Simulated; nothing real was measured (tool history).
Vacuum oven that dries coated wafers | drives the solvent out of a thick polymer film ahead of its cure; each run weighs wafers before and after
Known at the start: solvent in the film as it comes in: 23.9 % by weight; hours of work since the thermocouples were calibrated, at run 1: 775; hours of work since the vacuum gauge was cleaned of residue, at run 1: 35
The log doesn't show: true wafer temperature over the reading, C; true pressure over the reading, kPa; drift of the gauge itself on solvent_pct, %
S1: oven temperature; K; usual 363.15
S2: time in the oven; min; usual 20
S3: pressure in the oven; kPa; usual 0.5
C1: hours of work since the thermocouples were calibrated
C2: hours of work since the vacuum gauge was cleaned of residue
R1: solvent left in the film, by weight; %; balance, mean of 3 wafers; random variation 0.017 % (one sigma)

run   hour      S1  S2     S3   C1  C2    R1
  1      0  363.15  20    0.5  775  35  2.12
  2     15  369.15  20    0.5  782  42  0.98
  3   25.2  369.15  20    0.5  787  47     1
  4   40.7  369.15  20    0.5  795  55  0.96
  5   52.2  369.15  20    0.5  800  60  0.97
  6   64.5  369.15  20    0.5  806  66  0.96
  7   84.4  369.15  20    0.5  815  75     1
  8  101.2  369.15  20    0.5  823  83  0.97
  9  122.8  352.15  20    0.5  834  94  5.76
     125.5  -- vacuum gauge cleaned of residue and calibrated
 10  135.1  352.15  20    0.5  839   5  5.77
 11  149.2  352.15  20    0.5  845  11  5.75
 12    166  352.15  20    0.5  853  19  5.72
 13  180.1  352.15  20    0.5  860  26  5.76
 14  198.5  363.15  20    0.5  869  35   2.1
       213  -- vacuum gauge cleaned of residue and calibrated, once more
 15  221.4  363.15  20  0.601  879   4  2.12

The next listed run, before its measurement:
 16  231.4  363.15  20  0.601  884   9   ?

{"run 16": {"R1": 2.12}}
Without the tool's hidden state the same run would have given R1 2.43 %.
